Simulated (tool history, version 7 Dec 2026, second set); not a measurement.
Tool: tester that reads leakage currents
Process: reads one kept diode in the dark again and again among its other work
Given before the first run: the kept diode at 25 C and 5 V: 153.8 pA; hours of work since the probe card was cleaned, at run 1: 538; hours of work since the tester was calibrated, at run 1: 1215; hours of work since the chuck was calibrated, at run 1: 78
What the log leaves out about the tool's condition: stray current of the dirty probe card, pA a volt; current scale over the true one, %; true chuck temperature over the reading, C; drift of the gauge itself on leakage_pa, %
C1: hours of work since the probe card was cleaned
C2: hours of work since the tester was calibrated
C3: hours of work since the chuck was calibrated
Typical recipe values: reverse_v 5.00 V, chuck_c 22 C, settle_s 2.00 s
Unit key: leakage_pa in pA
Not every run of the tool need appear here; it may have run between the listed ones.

{"run": 1, "hour": 0.0, "reverse_v": 5.0, "chuck_c": 22, "settle_s": 2.0, "C1": 538, "C2": 1215, "C3": 78, "leakage_pa": 122.1}
{"run": 2, "hour": 106.6, "reverse_v": 5.0, "chuck_c": 22, "settle_s": 2.0, "C1": 612, "C2": 1289, "C3": 152, "leakage_pa": 121.53}
{"run": 3, "hour": 214.3, "reverse_v": 5.0, "chuck_c": 22, "settle_s": 2.0, "C1": 686, "C2": 1364, "C3": 226, "leakage_pa": 121.7}
{"run": 4, "hour": 303.3, "reverse_v": 18.79, "chuck_c": 22, "settle_s": 2.0, "C1": 748, "C2": 1425, "C3": 288, "leakage_pa": 220.55}
{"run": 5, "hour": 348.4, "reverse_v": 18.79, "chuck_c": 22, "settle_s": 2.0, "C1": 779, "C2": 1457, "C3": 319, "leakage_pa": 220.94}
{"run": 6, "hour": 407.5, "reverse_v": 18.79, "chuck_c": 22, "settle_s": 2.0, "C1": 820, "C2": 1497, "C3": 360, "leakage_pa": 220.08}
{"run": 7, "hour": 468.6, "reverse_v": 5.45, "chuck_c": 22, "settle_s": 2.0, "C1": 863, "C2": 1540, "C3": 403, "leakage_pa": 125.85}
{"run": 8, "hour": 534.2, "reverse_v": 5.0, "chuck_c": 22, "settle_s": 2.0, "C1": 908, "C2": 1585, "C3": 448, "leakage_pa": 121.84}
{"run": 9, "hour": 625.6, "reverse_v": 5.0, "chuck_c": 22, "settle_s": 2.0, "C1": 971, "C2": 1649, "C3": 511, "leakage_pa": 122.07}
{"run": 10, "hour": 690.6, "reverse_v": 5.0, "chuck_c": 27, "settle_s": 2.0, "C1": 1016, "C2": 1694, "C3": 556, "leakage_pa": 181.02}
{"run": 11, "hour": 742.9, "reverse_v": 16.72, "chuck_c": 22, "settle_s": 2.0, "C1": 1053, "C2": 1730, "C3": 593, "leakage_pa": 209.77}
{"run": 12, "hour": 808.6, "reverse_v": 5.0, "chuck_c": 22, "settle_s": 8.18, "C1": 1098, "C2": 1776, "C3": 638, "leakage_pa": 121.87}
{"run": 13, "hour": 904.4, "reverse_v": 5.0, "chuck_c": 22, "settle_s": 0.64, "C1": 1165, "C2": 1842, "C3": 705, "leakage_pa": 122.79}
{"run": 14, "hour": 968.3, "reverse_v": 5.0, "chuck_c": 22, "settle_s": 0.64, "C1": 1209, "C2": 1886, "C3": 749, "leakage_pa": 121.91}
{"run": 15, "hour": 1046.3, "reverse_v": 5.0, "chuck_c": 22, "settle_s": 0.64, "C1": 1263, "C2": 1940, "C3": 803, "leakage_pa": 122.37}
{"run": 16, "hour": 1103.6, "reverse_v": 5.0, "chuck_c": 22, "settle_s": 0.64, "C1": 1303, "C2": 1980, "C3": 843, "leakage_pa": 122.88}
{"run": 17, "hour": 1195.2, "reverse_v": 1.42, "chuck_c": 22, "settle_s": 2.0, "C1": 1366, "C2": 2044, "C3": 906, "leakage_pa": 69.09}
{"run": 18, "hour": 1298.4, "reverse_v": 1.42, "chuck_c": 22, "settle_s": 2.0, "C1": 1438, "C2": 2115, "C3": 978, "leakage_pa": 69.26}
{"run": 19, "hour": 1360.2, "reverse_v": 5.0, "chuck_c": 36, "settle_s": 2.0, "C1": 1481, "C2": 2158, "C3": 1021, "leakage_pa": 354.59}
{"run": 20, "hour": 1411.6, "reverse_v": 5.0, "chuck_c": 36, "settle_s": 2.0, "C1": 1516, "C2": 2194, "C3": 1056, "leakage_pa": 354.35}
{"run": 21, "hour": 1474.4, "reverse_v": 10.33, "chuck_c": 36, "settle_s": 0.43, "C1": 1560, "C2": 2237, "C3": 1100, "leakage_pa": 494.1}
{"run": 22, "hour": 1549.9, "reverse_v": 10.33, "chuck_c": 36, "settle_s": 0.43, "C1": 1612, "C2": 2289, "C3": 1152, "leakage_pa": 493.22}
{"hour": 1624.6, "done": "chuck's temperature calibrated"}
{"run": 23, "hour": 1624.6, "reverse_v": 10.33, "chuck_c": 36, "settle_s": 0.43, "C1": 1662, "C2": 2340, "C3": 0, "leakage_pa": 490.11}
{"run": 24, "hour": 1733.0, "reverse_v": 19.96, "chuck_c": 37, "settle_s": 1.62, "C1": 1738, "C2": 2415, "C3": 75, "leakage_pa": 707.24}
{"run": 25, "hour": 1796.9, "reverse_v": 5.37, "chuck_c": 47, "settle_s": 1.62, "C1": 1782, "C2": 2459, "C3": 119, "leakage_pa": 789.16}
{"hour": 1890.6, "done": "tester calibrated"}
{"run": 26, "hour": 1905.7, "reverse_v": 5.37, "chuck_c": 47, "settle_s": 1.62, "C1": 1856, "C2": 10, "C3": 193, "leakage_pa": 794.58}
{"run": 27, "hour": 2009.7, "reverse_v": 5.37, "chuck_c": 47, "settle_s": 1.62, "C1": 1928, "C2": 83, "C3": 266, "leakage_pa": 793.84}
{"run": 28, "hour": 2099.4, "reverse_v": 4.39, "chuck_c": 22, "settle_s": 6.58, "C1": 1990, "C2": 145, "C3": 328, "leakage_pa": 114.25}
{"run": 29, "hour": 2193.7, "reverse_v": 4.39, "chuck_c": 22, "settle_s": 6.58, "C1": 2056, "C2": 210, "C3": 393, "leakage_pa": 114.82}
{"run": 30, "hour": 2244.7, "reverse_v": 4.94, "chuck_c": 22, "settle_s": 6.58, "C1": 2091, "C2": 245, "C3": 429, "leakage_pa": 120.86}
{"run": 31, "hour": 2303.7, "reverse_v": 1.7, "chuck_c": 38, "settle_s": 3.62, "C1": 2132, "C2": 286, "C3": 469, "leakage_pa": 252.21}
{"run": 32, "hour": 2388.2, "reverse_v": 18.43, "chuck_c": 38, "settle_s": 3.33, "C1": 2191, "C2": 345, "C3": 528, "leakage_pa": 734.85}
{"run": 33, "hour": 2491.7, "reverse_v": 18.43, "chuck_c": 38, "settle_s": 3.33, "C1": 2262, "C2": 417, "C3": 600, "leakage_pa": 734.9}
{"run": 34, "hour": 2568.6, "reverse_v": 18.43, "chuck_c": 49, "settle_s": 3.33, "C1": 2316, "C2": 470, "C3": 653, "leakage_pa": 1585.51}
{"run": 35, "hour": 2649.8, "reverse_v": 2.45, "chuck_c": 23, "settle_s": 6.26, "C1": 2372, "C2": 526, "C3": 709, "leakage_pa": 95.69}
{"run": 36, "hour": 2726.5, "reverse_v": 5.0, "chuck_c": 23, "settle_s": 2.0, "C1": 2425, "C2": 579, "C3": 762, "leakage_pa": 131.72}
{"run": 37, "hour": 2793.8, "reverse_v": 10.07, "chuck_c": 59, "settle_s": 0.31, "C1": 2472, "C2": 626, "C3": 809, "leakage_pa": 2325.15}
{"run": 38, "hour": 2864.2, "reverse_v": 4.34, "chuck_c": 42, "settle_s": 4.39, "C1": 2520, "C2": 675, "C3": 858, "leakage_pa": 509.54}
{"run": 39, "hour": 2922.5, "reverse_v": 1.78, "chuck_c": 41, "settle_s": 2.0, "C1": 2561, "C2": 715, "C3": 898, "leakage_pa": 320.03}

Alternative continuations, all from the tool just after run 39; predict every row:
{"run": "A", "hour": 2973.7, "reverse_v": 2.21, "chuck_c": 41, "settle_s": 0.95, "C1": 2596, "C2": 751, "C3": 934, "leakage_pa": "?"}
{"run": "B", "hour": 2973.7, "reverse_v": 17.15, "chuck_c": 51, "settle_s": 2.0, "C1": 2596, "C2": 751, "C3": 934, "leakage_pa": "?"}
{"run": "C", "hour": 2973.7, "reverse_v": 15.9, "chuck_c": 58, "settle_s": 1.98, "C1": 2596, "C2": 751, "C3": 934, "leakage_pa": "?"}
{"run": "D", "hour": 2973.7, "reverse_v": 2.36, "chuck_c": 33, "settle_s": 2.42, "C1": 2596, "C2": 751, "C3": 934, "leakage_pa": "?"}

run=A leakage_pa=354.49
run=B leakage_pa=1742.95
run=C leakage_pa=2658.92
run=D leakage_pa=202.99
With no hidden state in the tool, these same runs would have given:
run=A leakage_pa=354.00
run=B leakage_pa=1740.60
run=C leakage_pa=2655.61
run=D leakage_pa=202.69

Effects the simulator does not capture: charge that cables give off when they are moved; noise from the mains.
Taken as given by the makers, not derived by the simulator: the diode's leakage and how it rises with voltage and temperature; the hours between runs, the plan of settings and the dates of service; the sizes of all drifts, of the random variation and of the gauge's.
